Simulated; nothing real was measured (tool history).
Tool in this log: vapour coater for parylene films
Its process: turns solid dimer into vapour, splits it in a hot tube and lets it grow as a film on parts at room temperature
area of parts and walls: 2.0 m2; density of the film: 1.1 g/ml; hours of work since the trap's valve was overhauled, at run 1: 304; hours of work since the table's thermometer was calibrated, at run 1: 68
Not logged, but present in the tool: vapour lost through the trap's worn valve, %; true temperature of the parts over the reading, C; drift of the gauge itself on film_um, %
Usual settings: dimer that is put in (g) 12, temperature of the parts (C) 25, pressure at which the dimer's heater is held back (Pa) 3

run   hour  dimer that is put in (g)  temperature of the parts (C)  pressure at which the dimer's heater is held back (Pa)  hours of work since the trap's valve was overhauled  hours of work since the table's thermometer was calibrated  thickness of the film (nm)
  1      0                        12                            25                                                       3                                                  304                                                          68                        3310
  2   21.1                        12                            25                                                       3                                                  320                                                          85                        3300
  3   38.6                        12                            25                                                       3                                                  333                                                          98                        3320
  4     56                         8                            25                                                       3                                                  346                                                         111                        2160
  5   79.2                         8                            25                                                       3                                                  364                                                         129                        2170
  6  104.3                         8                            25                                                       3                                                  383                                                         148                        2150
  7  125.9                         8                            25                                                       3                                                  400                                                         165                        2140
  8  148.2                        12                            25                                                       3                                                  417                                                         182                        3170
  9  171.1                        12                            25                                                       3                                                  434                                                         199                        3160
 10  190.1                        20                            25                                                       3                                                  449                                                         214                        5290
 11  208.8                        12                            25                                                    3.05                                                  463                                                         228                        3160
 12    220                        12                            25                                                    3.05                                                  472                                                         237                        3110
 13    242                        12                            25                                                       3                                                  488                                                         253                        3150
     270.6  -- trap's valve overhauled
 14  270.7                        12                            25                                                       3                                                    0                                                         272                        3530
 15  286.6                        12                            25                                                       3                                                   12                                                         284                        3590
 16  309.4                        12                            25                                                       3                                                   30                                                         302                        3530
 17  320.9                        12                            25                                                       3                                                   38                                                         311                        3480
 18  343.9                        12                            25                                                       3                                                   56                                                         328                        3440
 19  355.2                        12                            25                                                       3                                                   65                                                         337                        3450
 20  377.5                        12                            25                                                       3                                                   82                                                         354                        3460
 21  388.6                        12                            25                                                       3                                                   90                                                         362                        3460
 22  399.7                        12                            32                                                       3                                                   99                                                         371                        2880
 23  419.2                        12                            32                                                       3                                                  114                                                         386                        2830
 24  441.6                         8                            21                                                    2.89                                                  131                                                         403                        2600
 25  458.5                        15                            28                                                    5.91                                                  144                                                         416                        3390
 26  480.3                        20                            19                                                    3.53                                                  160                                                         432                        6590
 27  502.9                        20                            19                                                    3.53                                                  178                                                         450                        6520
 28  516.2                        20                            20                                                    3.53                                                  188                                                         460                        6250
 29  536.3                        20                            20                                                    3.53                                                  203                                                         475                        6270
 30    550                        12                            27                                                       3                                                  213                                                         486                        3130
 31  565.2                        12                            27                                                       3                                                  225                                                         497                        3100
 32  589.9                         9                            29                                                    5.92                                                  244                                                         516                        1930
 33  609.2                         7                            25                                                       3                                                  259                                                         531                        1870
 34  631.2                         7                            25                                                       3                                                  275                                                         548                        1890
 35  654.3                        12                            27                                                    7.29                                                  293                                                         565                        2570
 36  672.9                        12                            27                                                    7.29                                                  307                                                         580                        2600
 37  695.6                        12                            27                                                    7.29                                                  325                                                         597                        2550
 38    715                         8                            22                                                    7.07                                                  340                                                         612                        1970
 39    730                         8                            34                                                    3.14                                                  351                                                         623                        1660
 40  751.5                         8                            34                                                    3.14                                                  367                                                         640                        1650
 41  773.9                        11                            17                                                    5.24                                                  385                                                         657                        3320
 42  787.9                        16                            36                                                    6.83                                                  395                                                         667                        2590
 43  800.4                         5                            36                                                    2.74                                                  405                                                         677                         960
 44  822.2                        12                            19                                                     5.2                                                  421                                                         694                        3350
 45  839.3                        12                            17                                                    2.33                                                  435                                                         707                        4160
 46  856.9                         8                            27                                                   11.19                                                  448                                                         720                        1510

Forecast each of these 3 alternatives for the next run:
  A  874.6                        20                            25                                                       3                                                  462                                                         734                           ?
  B  874.6                         7                            27                                                   11.22                                                  462                                                         734                           ?
  C  874.6                        18                            26                                                    2.94                                                  462                                                         734                           ?

run  thickness of the film (nm)
  A                        5280
  B                        1290
  C                        4550
Stripped of hidden state, with their random variation kept, the same runs would have yielded:
run  thickness of the film (nm)
  A                        6000
  B                        1470
  C                        5170
